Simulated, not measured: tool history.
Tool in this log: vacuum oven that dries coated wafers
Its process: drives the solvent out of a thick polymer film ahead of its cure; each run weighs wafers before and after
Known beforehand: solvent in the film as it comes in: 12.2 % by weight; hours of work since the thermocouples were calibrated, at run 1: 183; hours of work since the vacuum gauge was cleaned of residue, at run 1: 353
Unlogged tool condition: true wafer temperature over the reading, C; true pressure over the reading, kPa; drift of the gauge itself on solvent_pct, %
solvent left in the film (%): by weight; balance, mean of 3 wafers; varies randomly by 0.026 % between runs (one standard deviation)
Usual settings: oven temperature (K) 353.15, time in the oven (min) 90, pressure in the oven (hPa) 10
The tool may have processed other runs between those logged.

run	day	oven temperature (K)	time in the oven (min)	pressure in the oven (hPa)	hours of work since the thermocouples were calibrated	hours of work since the vacuum gauge was cleaned of residue	solvent left in the film (%)
1	0	353.15	90	10	183	353	1.54
2	0.4	353.15	90	10	190	360	1.53
3	0.642	353.15	90	10	195	365	1.44
4	1.05	353.15	118	10	202	372	0.98
5	1.488	353.15	87	10	210	380	1.57
6	1.792	353.15	87	10	215	385	1.56
7	2.046	353.15	87	10	220	390	1.57
8	2.354	353.15	87	10	226	396	1.55
9	2.888	353.15	72	10	235	405	2.07
10	3.312	359.15	72	10	243	413	1
11	3.758	353.15	90	10	251	421	1.45
12	4.2	353.15	85	10	259	429	1.6
13	4.733	353.15	85	10	269	439	1.6
14	5.117	353.15	85	10	276	446	1.58
15	5.438	353.15	90	10.7	281	451	1.46
16	5.762	353.15	90	10.7	287	457	1.46
17	6.204	353.15	90	10.7	295	465	1.47
18	6.433	353.15	90	10.7	299	469	1.47
19	6.758	353.15	59	23.9	305	475	3.07
20	7.146	353.15	128	21.3	312	482	1.19
21	7.675	353.15	128	21.3	322	492	1.22
22	8.179	366.15	75	7.6	331	501	0.31
23	8.6	366.15	62	7.6	339	509	0.47
24	8.879	366.15	62	7.6	344	514	0.49
25	9.338	364.15	90	10	352	522	0.38
26	9.846	348.15	90	5.3	361	531	2.32
27	10.175	353.15	90	16.6	367	537	1.7
28	10.588	353.15	90	16.6	375	545	1.69
29	10.908	353.15	90	16.6	380	551	1.65
30	11.3	353.15	58	16.6	388	558	2.89
31	11.608	353.15	137	16.6	393	563	0.98
32	11.933	356.15	69	22.3	399	569	1.9
33	12.442	356.15	69	22.3	408	578	1.89
34	12.733	356.15	69	22.3	413	584	1.91
35	13.058	340.15	114	10.3	419	589	3.81

The logged runs with the hidden state left out (each run's random variation unchanged):
run	solvent left in the film (%)
1	1.5
2	1.49
3	1.4
4	0.94
5	1.53
6	1.53
7	1.53
8	1.52
9	2.05
10	0.98
11	1.42
12	1.57
13	1.58
14	1.56
15	1.44
16	1.44
17	1.45
18	1.44
19	3.07
20	1.15
21	1.18
22	0.28
23	0.44
24	0.47
25	0.34
26	2.32
27	1.69
28	1.68
29	1.64
30	2.91
31	0.93
32	1.9
33	1.89
34	1.91
35	3.82
